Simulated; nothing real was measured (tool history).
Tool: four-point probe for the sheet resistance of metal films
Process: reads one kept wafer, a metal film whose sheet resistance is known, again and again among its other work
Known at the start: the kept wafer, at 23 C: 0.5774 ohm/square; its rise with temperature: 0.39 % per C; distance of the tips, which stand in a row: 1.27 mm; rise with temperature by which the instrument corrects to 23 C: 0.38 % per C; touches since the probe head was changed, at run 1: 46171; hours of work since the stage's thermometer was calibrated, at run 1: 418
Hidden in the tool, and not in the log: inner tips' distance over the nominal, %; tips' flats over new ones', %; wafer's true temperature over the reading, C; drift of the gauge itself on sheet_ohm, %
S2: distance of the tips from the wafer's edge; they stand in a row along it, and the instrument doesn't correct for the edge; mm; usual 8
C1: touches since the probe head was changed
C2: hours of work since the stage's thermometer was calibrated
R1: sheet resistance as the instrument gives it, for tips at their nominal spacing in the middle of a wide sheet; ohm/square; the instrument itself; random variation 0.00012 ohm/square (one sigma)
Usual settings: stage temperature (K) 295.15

{"run": 1, "day": 0.0, "stage temperature (K)": 295.15, "S2": 8, "C1": 46171, "C2": 418, "R1": 0.585311}
{"run": 2, "day": 0.804, "stage temperature (K)": 296.15, "S2": 8, "C1": 47022, "C2": 430, "R1": 0.585149}
{"run": 3, "day": 1.362, "stage temperature (K)": 296.15, "S2": 8, "C1": 47611, "C2": 438, "R1": 0.585216}
{"run": 4, "day": 1.938, "stage temperature (K)": 296.15, "S2": 67, "C1": 48220, "C2": 447, "R1": 0.577514}
{"run": 5, "day": 2.746, "stage temperature (K)": 298.15, "S2": 67, "C1": 49071, "C2": 459, "R1": 0.577466}
{"run": 6, "day": 3.1, "stage temperature (K)": 298.15, "S2": 67, "C1": 49447, "C2": 464, "R1": 0.57744}
{"run": 7, "day": 3.842, "stage temperature (K)": 298.15, "S2": 67, "C1": 50232, "C2": 476, "R1": 0.577507}
{"run": 8, "day": 4.392, "stage temperature (K)": 295.15, "S2": 5, "C1": 50814, "C2": 484, "R1": 0.596769}
{"run": 9, "day": 5.158, "stage temperature (K)": 295.15, "S2": 5, "C1": 51625, "C2": 495, "R1": 0.596912}
{"run": 10, "day": 5.562, "stage temperature (K)": 295.15, "S2": 8, "C1": 52050, "C2": 501, "R1": 0.585043}
{"run": 11, "day": 6.158, "stage temperature (K)": 303.15, "S2": 8, "C1": 52680, "C2": 510, "R1": 0.58548}
{"run": 12, "day": 6.838, "stage temperature (K)": 303.15, "S2": 8, "C1": 53398, "C2": 521, "R1": 0.585343}
{"run": 13, "day": 7.521, "stage temperature (K)": 295.15, "S2": 8, "C1": 54122, "C2": 531, "R1": 0.584966}
{"run": 14, "day": 7.946, "stage temperature (K)": 295.15, "S2": 53, "C1": 54571, "C2": 537, "R1": 0.577556}
{"run": 15, "day": 8.579, "stage temperature (K)": 295.15, "S2": 63, "C1": 55240, "C2": 547, "R1": 0.577549}
{"run": 16, "day": 9.167, "stage temperature (K)": 298.15, "S2": 5, "C1": 55860, "C2": 556, "R1": 0.596878}
{"run": 17, "day": 9.7, "stage temperature (K)": 298.15, "S2": 5, "C1": 56424, "C2": 564, "R1": 0.597088}

Forecast run 18:
{"run": 18, "day": 10.45, "stage temperature (K)": 293.15, "S2": 24, "C1": 57216, "C2": 575, "R1": "?"}

{"run 18": {"R1": 0.57823}}
Without the tool's hidden state the same run would have given R1 0.578203 ohm/square.
